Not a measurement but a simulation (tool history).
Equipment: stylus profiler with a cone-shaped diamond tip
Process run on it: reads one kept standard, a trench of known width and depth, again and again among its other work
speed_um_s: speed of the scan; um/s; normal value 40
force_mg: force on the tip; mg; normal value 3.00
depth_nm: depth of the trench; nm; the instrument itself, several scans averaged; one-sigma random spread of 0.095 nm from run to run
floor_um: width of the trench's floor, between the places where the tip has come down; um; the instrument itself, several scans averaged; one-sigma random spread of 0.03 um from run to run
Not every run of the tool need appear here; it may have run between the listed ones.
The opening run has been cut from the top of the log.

run	hour	speed_um_s	force_mg	depth_nm	floor_um
2	102.7	40	1.74	506.52	45.32
# hour 189.9: height scale calibrated on a step standard
3	194.9	40	1.74	506.75	45.36
4	295.8	112	3.00	509.79	45.04
5	416.7	112	3.00	509.58	45.08
6	532.2	112	3.00	509.53	45.05
7	611.4	50	3.00	509.32	45.36
8	679.8	50	3.00	509.74	45.41
9	785.6	50	2.79	508.83	45.33
10	881.2	50	2.79	508.86	45.42
11	992.1	50	2.46	508.32	45.39
12	1061.2	50	5.07	513.62	45.40
13	1130.1	50	5.07	513.51	45.45
14	1224.5	50	5.07	513.55	45.46
15	1342.6	50	5.07	513.50	45.44
# hour 1414.6: height scale calibrated on a step standard
16	1455.6	50	5.07	513.50	45.48
17	1536.8	109	3.00	509.33	45.09
18	1649.4	109	3.00	509.52	45.12
19	1772.3	109	3.00	509.67	45.13
20	1848.5	109	3.00	509.71	45.09
21	1965.9	109	3.00	509.43	45.09
22	2053.4	109	3.00	509.47	45.09
23	2125.7	40	8.49	519.04	45.50
24	2222.7	90	8.49	519.10	45.42

Forecast run 25:
25	2335.4	40	2.57	?	?

depth_nm: 508.54 nm
floor_um: 45.34 um
The same run, on a tool lacking any hidden state, would have yielded depth_nm 508.54 nm, floor_um 45.35 um.

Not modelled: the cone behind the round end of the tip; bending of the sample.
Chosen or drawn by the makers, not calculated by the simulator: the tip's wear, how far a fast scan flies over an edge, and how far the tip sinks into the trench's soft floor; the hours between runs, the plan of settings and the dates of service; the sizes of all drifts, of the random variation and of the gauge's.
